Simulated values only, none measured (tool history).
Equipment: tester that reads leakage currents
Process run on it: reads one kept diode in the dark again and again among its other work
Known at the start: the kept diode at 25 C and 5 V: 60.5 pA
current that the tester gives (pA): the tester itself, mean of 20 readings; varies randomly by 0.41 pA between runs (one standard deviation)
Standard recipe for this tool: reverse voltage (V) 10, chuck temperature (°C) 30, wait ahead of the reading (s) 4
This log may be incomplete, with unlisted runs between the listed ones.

run	hour	reverse voltage (V)	chuck temperature (°C)	wait ahead of the reading (s)	current that the tester gives (pA)
1	0	10	30	4	137
2	187.4	10	30	4	136.79
# hour 200.7: tester calibrated
3	279.8	10	30	4	136.62
# hour 469.9: probe card cleaned and baked
4	492.6	10	30	4	136.86
# hour 584.2: chuck's temperature calibrated
5	609.7	10	30	4	137.03
6	734.1	10	30	4	136.53
7	924.1	10	30	4	136.58
8	1057.2	10	30	4	137.26
9	1235.6	10	30	4	136.96
10	1336	10	30	4	137.15
11	1423.3	10	30	1.04	137.82
# hour 1515.3: chuck's temperature calibrated
12	1568.1	10	53	1.04	828.74
13	1693.7	10	53	1.04	833.75
14	1804	10	30	4	136.75
15	1962	10	30	4	137.46
16	2072.2	10	30	6.16	137.34
17	2200.9	10	30	6.16	136.63
18	2385.3	10	30	6.16	136.81
# hour 2452.2: chuck's temperature calibrated
19	2559.6	10	30	4	136.63
20	2733.4	10	30	4	136.97
21	2904.8	19.8	30	1.35	201.41
22	3055.4	10	40	6.83	310.17
23	3226.2	2.5	30	0.81	63.64
24	3323.4	10	45	0.68	457.41
# hour 3383.9: chuck's temperature calibrated
25	3410	10	45	0.68	457.22
26	3561.7	3	45	0.68	234.22
27	3722.8	1.1	45	0.46	134.49
28	3915.5	2.7	27	1.45	51.34
29	4095.7	2.7	27	1.45	51.51
30	4247	1.7	30	4	51.2
# hour 4317.1: chuck's temperature calibrated
31	4435.3	14.9	53	4	1033.74
# hour 4482.3: tester calibrated
32	4641.2	10	25	0.64	91.69
33	4821.4	10	39	1.35	286.65
# hour 4962.9: probe card cleaned and baked
34	4964.6	10	39	1.35	285.47
35	5114.4	10	39	1.35	288.16
# hour 5252.3: chuck's temperature calibrated
36	5254.3	4.1	29	3.3	76.92
37	5453.2	1.5	29	3.3	43.84
38	5555.4	1.5	29	3.3	43.86
39	5676.4	4	60	9.24	821.65

3 options for the next run, each taken on its own from the tool as it stands now. Forecast them:
A	5777.3	4.5	22	3.39	?
B	5777.3	1.5	30	9.24	?
C	5777.3	1.3	55	1.86	?

run	current that the tester gives (pA)
A	44.3
B	47.17
C	307.77
Take away the tool's hidden state, keep each run's random variation, and the runs would have read:
run	current that the tester gives (pA)
A	44.29
B	47.16
C	307.72

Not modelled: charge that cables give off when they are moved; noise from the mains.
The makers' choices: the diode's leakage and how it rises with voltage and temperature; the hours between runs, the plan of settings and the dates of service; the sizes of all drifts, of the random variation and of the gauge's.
